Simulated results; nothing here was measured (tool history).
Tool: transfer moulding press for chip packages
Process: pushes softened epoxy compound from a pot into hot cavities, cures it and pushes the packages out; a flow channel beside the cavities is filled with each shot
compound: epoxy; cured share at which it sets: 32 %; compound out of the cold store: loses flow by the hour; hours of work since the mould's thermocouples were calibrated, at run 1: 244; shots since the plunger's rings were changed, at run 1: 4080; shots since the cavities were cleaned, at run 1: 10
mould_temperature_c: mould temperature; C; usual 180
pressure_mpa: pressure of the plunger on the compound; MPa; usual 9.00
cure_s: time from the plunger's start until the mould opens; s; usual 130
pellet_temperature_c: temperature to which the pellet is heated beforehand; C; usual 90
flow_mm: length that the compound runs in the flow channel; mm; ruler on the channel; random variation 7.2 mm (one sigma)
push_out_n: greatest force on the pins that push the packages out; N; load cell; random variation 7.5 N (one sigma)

run	hour	mould_temperature_c	pressure_mpa	cure_s	pellet_temperature_c	hours of work since the mould's thermocouples were calibrated	shots since the plunger's rings were changed	shots since the cavities were cleaned	incoming compound's hours out of the cold store	flow_mm	push_out_n
1	0.0	180	9.00	130	90	244	4080	10	41.9	720	324
# hour 43.8: plunger's sealing rings changed
2	46.3	180	9.00	130	90	276	27	481	44.6	785	517
# hour 73.5: cavities cleaned with cleaning compound and waxed
3	85.4	180	9.00	130	90	304	432	129	43.6	776	729
4	138.3	180	9.00	130	90	343	1000	697	19.2	841	786
# hour 145.4: cavities cleaned with cleaning compound and waxed
5	206.5	180	9.00	130	90	393	1717	657	46.3	748	538
# hour 217.8: cavities cleaned with cleaning compound and waxed
# hour 224.1: mould's thermocouples calibrated
6	258.3	180	9.00	130	90	25	2236	414	47.6	740	478
# hour 295.7: cavities cleaned with cleaning compound and waxed
7	303.5	180	9.00	130	90	58	2707	85	37.3	743	354
# hour 367.6: cavities cleaned with cleaning compound and waxed, once more
8	371.2	180	9.00	130	91	107	3418	39	18.4	782	333
9	434.5	180	9.00	130	91	154	4098	719	47.7	700	563
# hour 440.9: cavities cleaned with cleaning compound and waxed
# hour 475.4: plunger's sealing rings changed
10	475.9	180	9.00	130	91	182	5	349	27.3	817	462
# hour 516.1: cavities cleaned with cleaning compound and waxed
11	516.4	180	7.66	130	90	211	425	3	43.0	722	324
12	569.1	180	7.66	130	90	250	991	569	12.1	785	562
# hour 590.7: cavities cleaned with cleaning compound and waxed
13	605.4	175	9.00	130	90	276	1365	158	25.1	832	566
# hour 661.7: cavities cleaned with cleaning compound and waxed
14	668.9	180	9.00	130	93	322	2031	77	14.7	838	382
15	718.7	180	8.21	158	90	359	2567	613	23.3	747	461
# hour 737.0: cavities cleaned with cleaning compound and waxed
16	749.1	181	9.00	158	87	380	2878	130	41.8	739	315
# hour 782.3: mould's thermocouples calibrated
17	805.1	181	9.00	158	87	17	3458	710	12.5	790	479
# hour 810.3: cavities cleaned with cleaning compound and waxed
18	852.8	181	9.00	158	87	51	3955	457	46.5	720	396
# hour 880.7: cavities cleaned with cleaning compound and waxed
19	901.1	180	7.54	161	90	86	4458	219	27.4	694	338
# hour 908.4: plunger's sealing rings changed
# hour 954.1: cavities cleaned with cleaning compound and waxed
20	962.8	180	7.54	122	88	129	569	94	17.5	782	426
21	1018.8	180	7.54	122	88	171	1170	695	14.0	776	681
# hour 1026.4: cavities cleaned with cleaning compound and waxed
22	1083.8	180	8.60	130	90	218	1852	616	29.6	777	572
# hour 1100.4: cavities cleaned with cleaning compound and waxed
23	1130.4	182	8.60	163	90	251	2338	323	47.2	717	382

3 ways to go on from here, each from the tool as it stands after run 23. What would each give?
# hour 1173.6: cavities cleaned with cleaning compound and waxed
A	1201.7	178	9.00	144	98	303	3088	302	27.0	?	?
# hour 1173.6: cavities cleaned with cleaning compound and waxed
B	1201.7	177	9.00	130	90	303	3088	302	31.1	?	?
# hour 1173.6: cavities cleaned with cleaning compound and waxed
C	1201.7	173	8.42	115	90	303	3088	302	16.8	?	?

run	flow_mm	push_out_n
A	781	449
B	773	595
C	783	1069
Without the tool's hidden state the same runs would have given:
run	flow_mm	push_out_n
A	831	298
B	823	388
C	834	687

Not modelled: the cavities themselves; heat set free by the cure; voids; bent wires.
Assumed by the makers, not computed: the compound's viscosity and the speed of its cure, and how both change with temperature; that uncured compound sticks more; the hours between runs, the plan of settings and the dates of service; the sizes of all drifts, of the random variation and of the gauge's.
